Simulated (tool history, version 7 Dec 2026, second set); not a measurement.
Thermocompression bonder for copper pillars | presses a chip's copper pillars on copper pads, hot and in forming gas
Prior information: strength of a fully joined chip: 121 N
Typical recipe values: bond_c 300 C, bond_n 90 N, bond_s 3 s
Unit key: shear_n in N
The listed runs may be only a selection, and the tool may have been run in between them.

{"run": 1, "hour": 0.0, "bond_c": 300, "bond_n": 90, "bond_s": 3, "shear_n": 54.8}
{"run": 2, "hour": 6.8, "bond_c": 300, "bond_n": 90, "bond_s": 3, "shear_n": 54.9}
{"run": 3, "hour": 11.0, "bond_c": 300, "bond_n": 90, "bond_s": 3, "shear_n": 55.0}
{"run": 4, "hour": 14.9, "bond_c": 300, "bond_n": 90, "bond_s": 3, "shear_n": 55.2}
{"run": 5, "hour": 21.4, "bond_c": 300, "bond_n": 90, "bond_s": 2, "shear_n": 47.4}
{"run": 6, "hour": 28.6, "bond_c": 300, "bond_n": 90, "bond_s": 3, "shear_n": 55.1}
{"run": 7, "hour": 37.5, "bond_c": 300, "bond_n": 90, "bond_s": 3, "shear_n": 54.8}
{"run": 8, "hour": 43.0, "bond_c": 300, "bond_n": 90, "bond_s": 3, "shear_n": 55.1}
{"run": 9, "hour": 51.0, "bond_c": 293, "bond_n": 90, "bond_s": 3, "shear_n": 50.6}
{"hour": 53.0, "done": "force cell calibrated"}
{"run": 10, "hour": 56.9, "bond_c": 293, "bond_n": 90, "bond_s": 3, "shear_n": 51.5}
{"run": 11, "hour": 62.0, "bond_c": 293, "bond_n": 90, "bond_s": 3, "shear_n": 51.2}
{"hour": 68.0, "done": "force cell calibrated, once more"}
{"run": 12, "hour": 68.7, "bond_c": 293, "bond_n": 90, "bond_s": 3, "shear_n": 49.0}
{"run": 13, "hour": 72.6, "bond_c": 293, "bond_n": 90, "bond_s": 3, "shear_n": 49.0}
{"run": 14, "hour": 78.2, "bond_c": 293, "bond_n": 90, "bond_s": 3, "shear_n": 49.1}
{"run": 15, "hour": 86.4, "bond_c": 300, "bond_n": 90, "bond_s": 3, "shear_n": 53.5}
{"run": 16, "hour": 92.4, "bond_c": 300, "bond_n": 90, "bond_s": 3, "shear_n": 53.7}
{"run": 17, "hour": 96.1, "bond_c": 300, "bond_n": 90, "bond_s": 2, "shear_n": 45.9}
{"run": 18, "hour": 100.3, "bond_c": 300, "bond_n": 90, "bond_s": 3, "shear_n": 53.3}
{"run": 19, "hour": 108.4, "bond_c": 272, "bond_n": 90, "bond_s": 3, "shear_n": 37.2}

Expected results for the next run?
{"run": 20, "hour": 116.5, "bond_c": 308, "bond_n": 116, "bond_s": 3, "shear_n": "?"}

For run 20 the tool returned shear_n 67.8 N.
Were there no unlogged condition in the tool, this run, its random variation unchanged, would have produced shear_n 72.4 N.
